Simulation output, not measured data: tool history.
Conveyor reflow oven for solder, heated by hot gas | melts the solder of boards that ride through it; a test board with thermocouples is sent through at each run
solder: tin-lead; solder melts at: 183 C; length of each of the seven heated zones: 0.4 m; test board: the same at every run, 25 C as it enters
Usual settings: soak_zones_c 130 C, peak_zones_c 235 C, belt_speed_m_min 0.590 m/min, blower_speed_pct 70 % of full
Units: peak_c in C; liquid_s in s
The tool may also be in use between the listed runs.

run,hour,soak_zones_c,peak_zones_c,belt_speed_m_min,blower_speed_pct,peak_c,liquid_s
1,0.0,130,235,0.590,70,211.0,51.1
2,9.4,130,235,0.590,70,211.0,50.8
3,19.3,130,236,0.590,70,212.0,51.5
4,33.3,130,235,0.590,70,210.5,50.6
5,46.4,130,235,0.590,70,211.0,50.8
6,56.0,130,235,0.590,70,210.5,50.4
7,69.6,130,235,0.590,70,210.6,50.6
8,85.2,130,235,0.590,70,210.6,50.2
9,97.4,130,235,0.590,70,210.4,50.1
10,104.8,130,235,0.590,70,210.5,50.1
11,116.9,130,235,0.590,70,210.1,49.7
12,126.8,130,235,0.590,70,210.2,50.2
13,135.4,130,235,0.590,70,210.5,50.5
14,148.9,133,235,0.590,70,211.0,51.8
15,157.8,130,235,0.590,88,213.5,53.3
16,172.2,116,235,0.475,88,219.0,69.5

Run 17 comes next. What will it give?
17,185.4,130,234,0.590,69,?,?

peak_c: 208.8 C
liquid_s: 48.1 s
Without the tool's hidden state the same run would have given peak_c 211.1 C, liquid_s 51.1 s.
